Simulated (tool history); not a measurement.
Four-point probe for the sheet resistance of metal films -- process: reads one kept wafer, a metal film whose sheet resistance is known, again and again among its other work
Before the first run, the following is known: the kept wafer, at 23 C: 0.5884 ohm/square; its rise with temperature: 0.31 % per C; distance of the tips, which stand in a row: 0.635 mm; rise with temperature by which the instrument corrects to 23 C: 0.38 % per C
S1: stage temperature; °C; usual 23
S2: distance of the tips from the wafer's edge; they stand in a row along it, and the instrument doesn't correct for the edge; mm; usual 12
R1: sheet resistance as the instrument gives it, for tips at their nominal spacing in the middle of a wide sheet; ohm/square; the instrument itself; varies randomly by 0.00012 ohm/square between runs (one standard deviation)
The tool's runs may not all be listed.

| run | hour | S1 | S2 | R1 |
|---|---|---|---|---|
| 1 | 0 | 23 | 12 | 0.590098 |
| 2 | 15.1 | 23 | 12 | 0.590057 |
| 3 | 32.1 | 20 | 12 | 0.591321 |
| 4 | 47.6 | 20 | 12 | 0.591439 |
| 5 | 66.2 | 23 | 29 | 0.589119 |
| 6 | 74.9 | 23 | 13 | 0.589834 |
| 7 | 83.4 | 23 | 13 | 0.589652 |
| 8 | 92.7 | 19 | 12 | 0.591484 |
| 9 | 111.8 | 19 | 12 | 0.591535 |
| 10 | 128 | 19 | 12 | 0.59172 |
| 11 | 145.5 | 23 | 17 | 0.589581 |
| 12 | 163.5 | 22 | 17 | 0.589785 |
| 13 | 180.6 | 22 | 17 | 0.589867 |
| 14 | 196.5 | 22 | 17 | 0.589909 |
| 15 | 207.4 | 22 | 17 | 0.589714 |
| 16 | 218.8 | 22 | 17 | 0.589844 |
| 17 | 231.5 | 33 | 17 | 0.585264 |
| 18 | 245.2 | 23 | 12 | 0.589813 |
| 19 | 257 | 23 | 12 | 0.589799 |
| 20 | 274 | 23 | 12 | 0.589774 |
| 21 | 285.2 | 23 | 12 | 0.589799 |
| 22 | 300.6 | 21 | 8 | 0.591669 |
| 23 | 309.7 | 28 | 3 | 0.600807 |
| 24 | 318.4 | 21 | 13 | 0.590236 |
| 25 | 331.8 | 28 | 12 | 0.587754 |
| 26 | 343.9 | 22 | 40 | 0.58926 |
| 27 | 354 | 20 | 3 | 0.6039 |
| 28 | 372.2 | 28 | 3 | 0.600485 |
| 29 | 388.5 | 26 | 21 | 0.587819 |
|  | 390.6 | stage's thermometer calibrated |
| 30 | 406.5 | 23 | 5 | 0.59362 |
| 31 | 418.3 | 32 | 18 | 0.585293 |
| 32 | 428.5 | 32 | 18 | 0.585518 |
| 33 | 446.6 | 32 | 18 | 0.585174 |
|  | 452.8 | stage's thermometer calibrated, once more |
| 34 | 463.3 | 35 | 51 | 0.584053 |
| 35 | 480.6 | 35 | 51 | 0.584027 |
| 36 | 495.4 | 32 | 4 | 0.59289 |
| 37 | 512.5 | 18 | 11 | 0.591983 |
| 38 | 530.1 | 18 | 11 | 0.591718 |
| 39 | 540 | 18 | 11 | 0.592045 |
| 40 | 557.4 | 18 | 11 | 0.592051 |
| 41 | 572.3 | 21 | 53 | 0.589823 |

Hidden state or all else? Some run-to-run changes of R1, split into what the settings, what came in and random variation would give without the hidden state, and what is left for the hidden state (with any gauge scatter that isn't in both results):
The tool's hidden condition here consists of: inner tips' distance over the nominal, %; tips' flats over new ones', %; wafer's true temperature over the reading, C; drift of the gauge itself on sheet_ohm, %.
Run 23 -> 24: S1 28 -> 21, S2 3 -> 13. R1 -0.010571 ohm/square: hidden state -0.000021, all else -0.01055.
Run 26 -> 27: S1 22 -> 20, S2 40 -> 3. R1 +0.01464 ohm/square: hidden state -0.000004, all else +0.014644.
Run 28 -> 29: S1 28 -> 26, S2 3 -> 21. R1 -0.012666 ohm/square: hidden state -0.000026, all else -0.01264.
Run 29 -> 30: S1 26 -> 23, S2 21 -> 5, stage's thermometer calibrated. R1 +0.005801 ohm/square: hidden state -0.00013, all else +0.005931.
Run 33 -> 34: S1 32 -> 35, S2 18 -> 51, stage's thermometer calibrated, once more. R1 -0.001121 ohm/square: hidden state +0.000305, all else -0.001426.

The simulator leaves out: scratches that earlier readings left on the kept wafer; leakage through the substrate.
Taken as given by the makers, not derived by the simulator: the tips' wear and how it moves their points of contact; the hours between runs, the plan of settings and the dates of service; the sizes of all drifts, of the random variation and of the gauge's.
